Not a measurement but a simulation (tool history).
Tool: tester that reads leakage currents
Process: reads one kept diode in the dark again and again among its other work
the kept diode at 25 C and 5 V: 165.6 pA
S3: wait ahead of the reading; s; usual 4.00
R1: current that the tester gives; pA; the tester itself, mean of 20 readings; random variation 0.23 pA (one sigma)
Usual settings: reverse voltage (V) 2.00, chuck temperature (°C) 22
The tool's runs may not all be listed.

run 1 day=0.000 | reverse_voltage_(V)=2.00 chuck_temperature_(°C)=22 S3=4.00 | R1=71.39
run 2 day=1.517 | reverse_voltage_(V)=2.00 chuck_temperature_(°C)=33 S3=4.00 | R1=177.74
run 3 day=2.838 | reverse_voltage_(V)=2.00 chuck_temperature_(°C)=22 S3=2.87 | R1=71.43
run 4 day=4.467 | reverse_voltage_(V)=2.00 chuck_temperature_(°C)=22 S3=2.87 | R1=71.15
run 5 day=5.567 | reverse_voltage_(V)=2.00 chuck_temperature_(°C)=22 S3=2.87 | R1=70.88
run 6 day=7.150 | reverse_voltage_(V)=2.00 chuck_temperature_(°C)=22 S3=2.87 | R1=71.16
run 7 day=7.838 | reverse_voltage_(V)=19.41 chuck_temperature_(°C)=22 S3=2.87 | R1=274.52
run 8 day=8.583 | reverse_voltage_(V)=7.70 chuck_temperature_(°C)=22 S3=2.87 | R1=158.19
run 9 day=9.904 | reverse_voltage_(V)=7.70 chuck_temperature_(°C)=22 S3=2.87 | R1=159.10
run 10 day=11.475 | reverse_voltage_(V)=2.00 chuck_temperature_(°C)=22 S3=0.74 | R1=71.39
run 11 day=12.217 | reverse_voltage_(V)=2.00 chuck_temperature_(°C)=34 S3=4.00 | R1=189.65
run 12 day=13.217 | reverse_voltage_(V)=2.00 chuck_temperature_(°C)=22 S3=6.04 | R1=71.00
run 13 day=14.188 | reverse_voltage_(V)=2.00 chuck_temperature_(°C)=22 S3=6.04 | R1=70.81
run 14 day=15.833 | reverse_voltage_(V)=2.00 chuck_temperature_(°C)=22 S3=6.04 | R1=70.38
run 15 day=17.350 | reverse_voltage_(V)=2.00 chuck_temperature_(°C)=22 S3=6.04 | R1=70.64
run 16 day=18.525 | reverse_voltage_(V)=7.44 chuck_temperature_(°C)=22 S3=4.00 | R1=155.21
run 17 day=19.833 | reverse_voltage_(V)=2.00 chuck_temperature_(°C)=39 S3=4.00 | R1=280.32
run 18 day=20.571 | reverse_voltage_(V)=2.00 chuck_temperature_(°C)=39 S3=4.00 | R1=280.72
run 19 day=21.633 | reverse_voltage_(V)=2.00 chuck_temperature_(°C)=39 S3=4.00 | R1=279.44
run 20 day=22.383 | reverse_voltage_(V)=2.00 chuck_temperature_(°C)=39 S3=0.90 | R1=278.85
run 21 day=23.383 | reverse_voltage_(V)=2.00 chuck_temperature_(°C)=39 S3=0.90 | R1=281.06

Run 22 comes next. What will it give?
run 22 day=24.671 | reverse_voltage_(V)=2.00 chuck_temperature_(°C)=39 S3=0.90 | R1=?

R1: 278.55 pA
Without the tool's hidden state the same run would have given R1 298.35 pA.

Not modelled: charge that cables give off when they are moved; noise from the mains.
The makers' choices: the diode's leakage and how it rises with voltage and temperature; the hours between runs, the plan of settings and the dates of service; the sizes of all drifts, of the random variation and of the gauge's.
